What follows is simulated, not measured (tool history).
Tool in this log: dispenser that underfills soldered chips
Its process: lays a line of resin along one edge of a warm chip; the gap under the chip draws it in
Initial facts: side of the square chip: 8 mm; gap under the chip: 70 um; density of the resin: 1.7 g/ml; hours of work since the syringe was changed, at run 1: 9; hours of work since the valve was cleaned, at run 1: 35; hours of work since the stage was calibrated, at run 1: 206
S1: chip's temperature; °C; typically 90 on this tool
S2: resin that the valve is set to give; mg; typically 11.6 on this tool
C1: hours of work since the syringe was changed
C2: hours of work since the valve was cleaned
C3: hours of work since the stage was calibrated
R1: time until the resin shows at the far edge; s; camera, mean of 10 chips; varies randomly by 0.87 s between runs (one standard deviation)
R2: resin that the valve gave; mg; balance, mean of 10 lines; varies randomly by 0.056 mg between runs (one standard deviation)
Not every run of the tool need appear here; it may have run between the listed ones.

{"run": 1, "hour": 0.0, "S1": 90, "S2": 11.6, "C1": 9, "C2": 35, "C3": 206, "R1": 138.1, "R2": 11.26}
{"hour": 2.8, "done": "new syringe of resin"}
{"run": 2, "hour": 8.5, "S1": 90, "S2": 14.6, "C1": 4, "C2": 41, "C3": 212, "R1": 98.4, "R2": 14.1}
{"hour": 10.1, "done": "dispensing valve cleaned and set on the balance"}
{"run": 3, "hour": 15.6, "S1": 90, "S2": 11.6, "C1": 9, "C2": 4, "C3": 217, "R1": 134.6, "R2": 11.55}
{"hour": 17.8, "done": "new syringe of resin"}
{"run": 4, "hour": 21.6, "S1": 90, "S2": 11.6, "C1": 3, "C2": 9, "C3": 222, "R1": 91.8, "R2": 11.54}
{"run": 5, "hour": 25.9, "S1": 90, "S2": 11.6, "C1": 6, "C2": 12, "C3": 225, "R1": 112.1, "R2": 11.45}
{"hour": 32.2, "done": "new syringe of resin"}
{"run": 6, "hour": 32.3, "S1": 90, "S2": 11.4, "C1": 0, "C2": 16, "C3": 229, "R1": 78.7, "R2": 11.34}
{"run": 7, "hour": 37.8, "S1": 90, "S2": 11.4, "C1": 4, "C2": 21, "C3": 234, "R1": 99.9, "R2": 11.36}
{"run": 8, "hour": 45.5, "S1": 90, "S2": 10.6, "C1": 10, "C2": 27, "C3": 240, "R1": 147, "R2": 10.39}
{"hour": 46.5, "done": "new syringe of resin"}
{"run": 9, "hour": 49.7, "S1": 90, "S2": 10.6, "C1": 2, "C2": 30, "C3": 243, "R1": 93.7, "R2": 10.42}
{"run": 10, "hour": 55.0, "S1": 90, "S2": 10.6, "C1": 6, "C2": 34, "C3": 247, "R1": 119.6, "R2": 10.33}

Run 11 is up next; what results do you expect?
{"hour": 60.4, "done": "new syringe of resin"}
{"run": 11, "hour": 62.7, "S1": 90, "S2": 10.6, "C1": 2, "C2": 39, "C3": 252, "R1": "?", "R2": "?"}

Run 11 produced R1 88.8 s, R2 10.3 mg.
With no hidden state in the tool, this same run would have given R1 83.9 s, R2 10.6 mg.

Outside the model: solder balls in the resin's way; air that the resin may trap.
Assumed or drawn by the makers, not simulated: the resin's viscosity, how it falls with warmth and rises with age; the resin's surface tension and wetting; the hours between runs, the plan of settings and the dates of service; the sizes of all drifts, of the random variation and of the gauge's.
